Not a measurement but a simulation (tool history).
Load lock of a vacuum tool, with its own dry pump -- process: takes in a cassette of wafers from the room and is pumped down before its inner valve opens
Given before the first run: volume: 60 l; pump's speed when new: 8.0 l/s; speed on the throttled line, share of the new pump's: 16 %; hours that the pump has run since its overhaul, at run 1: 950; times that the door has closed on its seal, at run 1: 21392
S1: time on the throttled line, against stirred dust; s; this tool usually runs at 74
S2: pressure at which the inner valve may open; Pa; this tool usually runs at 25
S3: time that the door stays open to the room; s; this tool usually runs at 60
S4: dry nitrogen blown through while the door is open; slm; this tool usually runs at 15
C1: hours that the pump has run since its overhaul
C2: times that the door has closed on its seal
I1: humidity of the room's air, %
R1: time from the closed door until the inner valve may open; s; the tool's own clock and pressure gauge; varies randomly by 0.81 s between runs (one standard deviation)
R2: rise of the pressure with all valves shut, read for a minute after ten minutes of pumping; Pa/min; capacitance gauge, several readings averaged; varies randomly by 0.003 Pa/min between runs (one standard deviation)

run,day,S1,S2,S3,S4,C1,C2,I1,R1,R2
1,0.000,74,25,60,15,950,21392,47.2,125.7,0.685
2,4.125,74,25,60,15,1049,21783,46.3,125.0,0.711
# day 5.346: door's seal changed, seat wiped
3,7.700,74,25,60,15,1133,223,45.1,123.9,0.030
4,9.546,74,25,60,15,1178,398,45.0,126.7,0.030
5,13.038,74,25,30,15,1261,729,47.0,124.4,0.031
6,17.008,74,25,60,15,1357,1105,42.9,124.8,0.039
7,19.804,74,25,60,21,1424,1370,43.9,125.5,0.040
8,22.654,74,25,60,15,1492,1640,45.4,125.3,0.051
9,25.412,74,25,60,15,1558,1902,48.4,125.1,0.058
10,27.692,74,25,60,15,1613,2118,45.2,125.7,0.055
11,31.471,74,25,60,15,1704,2476,45.6,124.9,0.061
12,35.354,74,25,60,15,1797,2844,44.8,126.2,0.062
13,37.492,74,25,60,15,1848,3047,47.7,125.1,0.073
14,41.617,74,25,60,15,1947,3438,44.2,125.5,0.075
15,43.571,74,25,60,15,1994,3623,44.2,125.9,0.076
16,47.388,74,25,60,15,2086,3985,42.7,126.7,0.086
17,50.425,74,25,60,15,2159,4273,45.2,124.5,0.095
18,54.417,74,25,41,15,2255,4651,47.0,124.6,0.099
19,57.921,74,25,41,15,2339,4983,43.8,123.0,0.096
20,59.942,44,25,29,22,2387,5175,49.2,99.4,0.100
21,63.688,74,21,102,7,2477,5530,46.5,127.0,0.130
22,66.396,74,21,102,7,2542,5787,43.9,126.8,0.132
23,69.029,40,25,42,7,2605,6036,42.7,97.0,0.129
24,71.396,66,25,42,7,2662,6261,43.6,118.6,0.133
25,75.429,66,25,42,7,2759,6643,44.8,119.5,0.139
26,77.238,66,25,42,7,2802,6815,41.1,118.9,0.144
27,79.517,74,25,45,15,2857,7030,45.4,125.8,0.149
28,82.938,74,25,45,16,2939,7355,45.0,126.0,0.159
29,86.025,112,25,221,15,3013,7648,45.8,157.7,0.189
30,90.196,132,25,60,15,3113,8043,43.3,174.3,0.172
31,93.162,74,33,66,8,3184,8324,46.3,124.1,0.191

Run 32 comes next. What will it give?
32,96.142,71,42,46,15,3256,8606,43.4,?,?

Run 32 gave R1 119.5 s, R2 0.187 Pa/min.
Take away the tool's hidden state, keep the run-to-run variation as it was, and the same run would have given R1 118.5 s, R2 0.028 Pa/min.

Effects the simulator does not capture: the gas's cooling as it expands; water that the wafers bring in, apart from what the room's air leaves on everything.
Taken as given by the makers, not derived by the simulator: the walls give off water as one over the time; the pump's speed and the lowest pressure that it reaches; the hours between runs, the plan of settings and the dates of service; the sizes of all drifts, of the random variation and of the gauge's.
